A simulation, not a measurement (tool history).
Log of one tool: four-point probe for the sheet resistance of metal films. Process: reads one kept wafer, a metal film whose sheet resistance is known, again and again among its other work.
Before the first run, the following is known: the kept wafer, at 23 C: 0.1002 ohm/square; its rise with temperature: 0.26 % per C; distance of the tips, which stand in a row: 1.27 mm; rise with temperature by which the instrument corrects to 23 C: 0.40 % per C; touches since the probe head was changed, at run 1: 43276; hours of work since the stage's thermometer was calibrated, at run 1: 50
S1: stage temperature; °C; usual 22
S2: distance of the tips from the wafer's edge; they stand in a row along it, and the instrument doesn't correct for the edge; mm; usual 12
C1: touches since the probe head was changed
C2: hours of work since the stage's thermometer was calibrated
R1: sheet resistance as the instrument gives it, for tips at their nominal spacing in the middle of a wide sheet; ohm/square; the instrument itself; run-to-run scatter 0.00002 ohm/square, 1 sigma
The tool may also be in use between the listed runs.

run,hour,S1,S2,C1,C2,R1
1,0,22,12,43276,50,0.100317
2,14.9,22,12,43648,56,0.100305
3,49.3,22,12,44501,71,0.100272
4,76.2,34,12,45171,82,0.098606
5,107.6,26,12,45950,95,0.099689
6,135.1,26,12,46635,107,0.099651
7,155.9,26,12,47151,116,0.099675
8,182.8,22,12,47821,127,0.100204
9,218.1,22,12,48698,142,0.100261
10,253.2,22,12,49570,157,0.100252
11,272.3,22,12,50045,165,0.100237
12,289.3,22,19,50469,172,0.099869
13,305.2,22,12,50863,179,0.100198
14,321.2,22,12,51261,185,0.100192
15,339.8,22,12,51723,193,0.100205
16,367.3,22,12,52406,205,0.100227
17,398.3,22,12,53178,218,0.100188
18,430,22,20,53966,231,0.099802
19,451.1,22,12,54490,240,0.100208
20,478.7,22,12,55176,252,0.100196
21,496.8,22,12,55626,260,0.100215
22,516.5,22,4,56116,268,0.104656
23,552.2,30,51,57004,283,0.098511
24,570.3,21,73,57453,291,0.099751
25,596.2,23,3,58098,301,0.108128
26,619.8,31,38,58683,311,0.098377
27,635.3,31,38,59068,318,0.098372
28,657.8,27,6,59628,327,0.101176
29,684.6,25,62,60295,339,0.099159
30,700.9,25,62,60699,346,0.09913
31,724.3,19,39,61282,356,0.100032
32,745.5,28,12,61808,364,0.099273
33,765.8,23,4,62313,373,0.104497
34,797.5,23,4,63101,386,0.104504
35,823.8,22,4,63754,397,0.104604

For run 36, what comes out?
36,853,32,3,64480,410,?

Run 36 gave R1 0.106738 ohm/square.
Had the tool carried no hidden state, the very same run would have given R1 0.107622 ohm/square.
